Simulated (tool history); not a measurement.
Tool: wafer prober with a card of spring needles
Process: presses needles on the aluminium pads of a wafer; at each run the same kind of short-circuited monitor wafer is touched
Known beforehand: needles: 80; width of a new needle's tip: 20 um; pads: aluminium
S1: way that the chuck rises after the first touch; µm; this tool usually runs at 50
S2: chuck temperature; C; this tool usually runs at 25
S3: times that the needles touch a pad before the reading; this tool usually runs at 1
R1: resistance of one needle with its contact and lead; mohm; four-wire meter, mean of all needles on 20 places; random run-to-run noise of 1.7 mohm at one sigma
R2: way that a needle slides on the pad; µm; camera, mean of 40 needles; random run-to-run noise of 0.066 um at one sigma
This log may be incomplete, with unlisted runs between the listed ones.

run	hour	S1	S2	S3	R1	R2
1	0.0	50	25	1	175	13.37
# hour 4.8: tips cleaned on abrasive film
# hour 8.6: tips cleaned on abrasive film
# hour 13.4: tips cleaned on abrasive film
# hour 18.1: tips cleaned on abrasive film
# hour 22.0: tips cleaned on abrasive film
# hour 26.8: tips cleaned on abrasive film
# hour 30.6: tips cleaned on abrasive film
# hour 35.4: tips cleaned on abrasive film
# hour 39.2: tips cleaned on abrasive film
# hour 44.0: tips cleaned on abrasive film
# hour 47.8: tips cleaned on abrasive film
# hour 52.6: tips cleaned on abrasive film
# hour 57.4: tips cleaned on abrasive film
# hour 61.2: tips cleaned on abrasive film
# hour 66.0: tips cleaned on abrasive film
2	66.1	50	25	1	176	13.38
# hour 69.9: tips cleaned on abrasive film
# hour 74.7: tips cleaned on abrasive film
# hour 79.5: tips cleaned on abrasive film
# hour 83.3: tips cleaned on abrasive film
# hour 88.1: tips cleaned on abrasive film
# hour 91.9: tips cleaned on abrasive film
# hour 96.7: tips cleaned on abrasive film
# hour 101.5: tips cleaned on abrasive film
# hour 105.3: tips cleaned on abrasive film
# hour 110.1: tips cleaned on abrasive film
# hour 114.8: tips cleaned on abrasive film
# hour 119.6: tips cleaned on abrasive film
# hour 124.4: tips cleaned on abrasive film
3	125.3	50	25	1	178	13.47
# hour 129.1: tips cleaned on abrasive film
# hour 133.9: tips cleaned on abrasive film
# hour 137.0: height of the first contact set anew
# hour 139.0: tips cleaned on abrasive film
# hour 143.7: tips cleaned on abrasive film
# hour 147.6: tips cleaned on abrasive film
# hour 152.4: tips cleaned on abrasive film
# hour 157.1: tips cleaned on abrasive film
# hour 161.9: tips cleaned on abrasive film
4	162.1	50	51	1	183	13.47
# hour 165.9: tips cleaned on abrasive film
# hour 170.7: tips cleaned on abrasive film
# hour 175.5: tips cleaned on abrasive film
# hour 179.3: tips cleaned on abrasive film
# hour 184.1: tips cleaned on abrasive film
# hour 188.9: tips cleaned on abrasive film
# hour 193.6: tips cleaned on abrasive film
# hour 198.4: tips cleaned on abrasive film
# hour 203.2: tips cleaned on abrasive film
# hour 208.0: tips cleaned on abrasive film
# hour 212.7: tips cleaned on abrasive film
# hour 216.6: tips cleaned on abrasive film
# hour 221.3: tips cleaned on abrasive film
# hour 225.2: tips cleaned on abrasive film
# hour 229.9: tips cleaned on abrasive film
# hour 234.7: tips cleaned on abrasive film
# hour 239.2: tips cleaned on abrasive film
5	239.2	43	25	1	181	11.72
# hour 243.9: tips cleaned on abrasive film
# hour 248.7: tips cleaned on abrasive film
# hour 253.5: tips cleaned on abrasive film
# hour 257.3: tips cleaned on abrasive film
# hour 262.1: tips cleaned on abrasive film
# hour 266.9: tips cleaned on abrasive film
# hour 271.6: tips cleaned on abrasive film
# hour 276.0: tips cleaned on abrasive film
6	276.0	43	25	1	179	11.66
# hour 280.8: tips cleaned on abrasive film
# hour 285.5: tips cleaned on abrasive film
# hour 286.8: height of the first contact set anew
# hour 290.6: tips cleaned on abrasive film
# hour 294.4: tips cleaned on abrasive film
# hour 299.2: tips cleaned on abrasive film
# hour 304.0: tips cleaned on abrasive film
# hour 308.8: tips cleaned on abrasive film
# hour 313.5: tips cleaned on abrasive film
# hour 318.3: tips cleaned on abrasive film
# hour 322.1: tips cleaned on abrasive film
7	323.5	43	25	1	181	11.61
# hour 326.4: tips cleaned on abrasive film
# hour 331.2: tips cleaned on abrasive film
# hour 335.0: tips cleaned on abrasive film
# hour 339.8: tips cleaned on abrasive film
# hour 344.5: tips cleaned on abrasive film
# hour 348.4: tips cleaned on abrasive film
# hour 353.1: tips cleaned on abrasive film
# hour 357.9: tips cleaned on abrasive film
# hour 362.7: tips cleaned on abrasive film
# hour 367.5: tips cleaned on abrasive film
8	369.1	43	25	1	184	11.56
# hour 372.0: tips cleaned on abrasive film
# hour 375.9: tips cleaned on abrasive film
# hour 380.6: tips cleaned on abrasive film
# hour 385.4: tips cleaned on abrasive film
# hour 390.2: tips cleaned on abrasive film
# hour 394.0: tips cleaned on abrasive film
# hour 397.9: tips cleaned on abrasive film
# hour 402.6: tips cleaned on abrasive film
# hour 407.4: tips cleaned on abrasive film
# hour 412.2: tips cleaned on abrasive film
# hour 416.9: tips cleaned on abrasive film
# hour 421.7: tips cleaned on abrasive film
# hour 426.5: tips cleaned on abrasive film
# hour 431.0: tips cleaned on abrasive film
9	431.0	43	25	1	183	11.58
# hour 435.7: tips cleaned on abrasive film
# hour 437.0: height of the first contact set anew
# hour 440.8: tips cleaned on abrasive film
# hour 445.6: tips cleaned on abrasive film
# hour 449.4: tips cleaned on abrasive film
# hour 454.2: tips cleaned on abrasive film
# hour 459.0: tips cleaned on abrasive film
# hour 463.7: tips cleaned on abrasive film
# hour 468.5: tips cleaned on abrasive film
# hour 473.3: tips cleaned on abrasive film
# hour 477.1: tips cleaned on abrasive film
# hour 481.9: tips cleaned on abrasive film
# hour 486.7: tips cleaned on abrasive film
# hour 491.4: tips cleaned on abrasive film
# hour 496.2: tips cleaned on abrasive film
# hour 500.9: tips cleaned on abrasive film
10	500.9	38	44	2	190	10.33
# hour 504.7: tips cleaned on abrasive film
# hour 509.5: tips cleaned on abrasive film
# hour 514.3: tips cleaned on abrasive film
# hour 519.1: tips cleaned on abrasive film
# hour 522.9: tips cleaned on abrasive film
# hour 526.7: tips cleaned on abrasive film
# hour 531.5: tips cleaned on abrasive film
# hour 536.3: tips cleaned on abrasive film
# hour 541.0: tips cleaned on abrasive film
# hour 545.8: tips cleaned on abrasive film
# hour 557.8: card fitted with new needles
# hour 562.6: tips cleaned on abrasive film
# hour 567.4: tips cleaned on abrasive film
# hour 572.1: tips cleaned on abrasive film
# hour 576.9: tips cleaned on abrasive film
# hour 581.7: tips cleaned on abrasive film
# hour 586.4: tips cleaned on abrasive film
# hour 591.2: tips cleaned on abrasive film
# hour 595.7: tips cleaned on abrasive film
11	595.7	38	44	2	193	10.42
# hour 600.5: tips cleaned on abrasive film
# hour 605.3: tips cleaned on abrasive film
# hour 610.1: tips cleaned on abrasive film
# hour 614.8: tips cleaned on abrasive film
# hour 619.6: tips cleaned on abrasive film
# hour 624.4: tips cleaned on abrasive film
# hour 629.1: tips cleaned on abrasive film
# hour 633.9: tips cleaned on abrasive film
# hour 638.7: tips cleaned on abrasive film
12	640.9	43	44	2	187	11.80
# hour 642.9: tips cleaned on abrasive film
# hour 647.6: tips cleaned on abrasive film
# hour 651.5: tips cleaned on abrasive film
# hour 656.2: tips cleaned on abrasive film
# hour 661.0: tips cleaned on abrasive film
# hour 665.8: tips cleaned on abrasive film
# hour 670.5: tips cleaned on abrasive film
# hour 674.4: tips cleaned on abrasive film
# hour 679.2: tips cleaned on abrasive film
# hour 683.9: tips cleaned on abrasive film
13	686.7	50	103	1	195	13.75
# hour 688.7: tips cleaned on abrasive film
# hour 693.4: tips cleaned on abrasive film
# hour 698.2: tips cleaned on abrasive film
# hour 703.0: tips cleaned on abrasive film
# hour 707.7: tips cleaned on abrasive film
# hour 708.0: height of the first contact set anew
# hour 711.9: tips cleaned on abrasive film
# hour 716.6: tips cleaned on abrasive film
# hour 721.4: tips cleaned on abrasive film
# hour 726.2: tips cleaned on abrasive film
# hour 731.0: tips cleaned on abrasive film
# hour 734.8: tips cleaned on abrasive film
# hour 739.6: tips cleaned on abrasive film
# hour 743.4: tips cleaned on abrasive film
# hour 748.2: tips cleaned on abrasive film
# hour 752.0: tips cleaned on abrasive film
# hour 756.8: tips cleaned on abrasive film
14	758.1	43	34	2	184	11.76
# hour 761.0: tips cleaned on abrasive film
# hour 764.9: tips cleaned on abrasive film
# hour 769.6: tips cleaned on abrasive film
# hour 774.4: tips cleaned on abrasive film
# hour 779.2: tips cleaned on abrasive film
# hour 784.0: tips cleaned on abrasive film
# hour 788.7: tips cleaned on abrasive film
# hour 793.5: tips cleaned on abrasive film
# hour 798.3: tips cleaned on abrasive film
# hour 803.0: tips cleaned on abrasive film
# hour 807.8: tips cleaned on abrasive film
# hour 812.3: tips cleaned on abrasive film
15	812.3	65	47	2	173	17.88

Consider 3 possible next runs. They are alternatives, not a sequence: every one starts from the tool as it was left by run 15. What does each give?
# hour 817.0: tips cleaned on abrasive film
# hour 821.8: tips cleaned on abrasive film
# hour 826.6: tips cleaned on abrasive film
# hour 831.4: tips cleaned on abrasive film
# hour 836.1: tips cleaned on abrasive film
# hour 840.9: tips cleaned on abrasive film
# hour 845.7: tips cleaned on abrasive film
A	848.8	54	105	2	?	?
# hour 817.0: tips cleaned on abrasive film
# hour 821.8: tips cleaned on abrasive film
# hour 826.6: tips cleaned on abrasive film
# hour 831.4: tips cleaned on abrasive film
# hour 836.1: tips cleaned on abrasive film
# hour 840.9: tips cleaned on abrasive film
# hour 845.7: tips cleaned on abrasive film
B	848.8	64	122	2	?	?
# hour 817.0: tips cleaned on abrasive film
# hour 821.8: tips cleaned on abrasive film
# hour 826.6: tips cleaned on abrasive film
# hour 831.4: tips cleaned on abrasive film
# hour 836.1: tips cleaned on abrasive film
# hour 840.9: tips cleaned on abrasive film
# hour 845.7: tips cleaned on abrasive film
C	848.8	50	25	3	?	?

run	R1	R2
A	194	14.81
B	192	17.65
C	179	13.55
The same runs, with their run-to-run variation unchanged, on a tool lacking any hidden condition would have given:
run	R1	R2
A	194	14.55
B	192	17.34
C	179	13.31

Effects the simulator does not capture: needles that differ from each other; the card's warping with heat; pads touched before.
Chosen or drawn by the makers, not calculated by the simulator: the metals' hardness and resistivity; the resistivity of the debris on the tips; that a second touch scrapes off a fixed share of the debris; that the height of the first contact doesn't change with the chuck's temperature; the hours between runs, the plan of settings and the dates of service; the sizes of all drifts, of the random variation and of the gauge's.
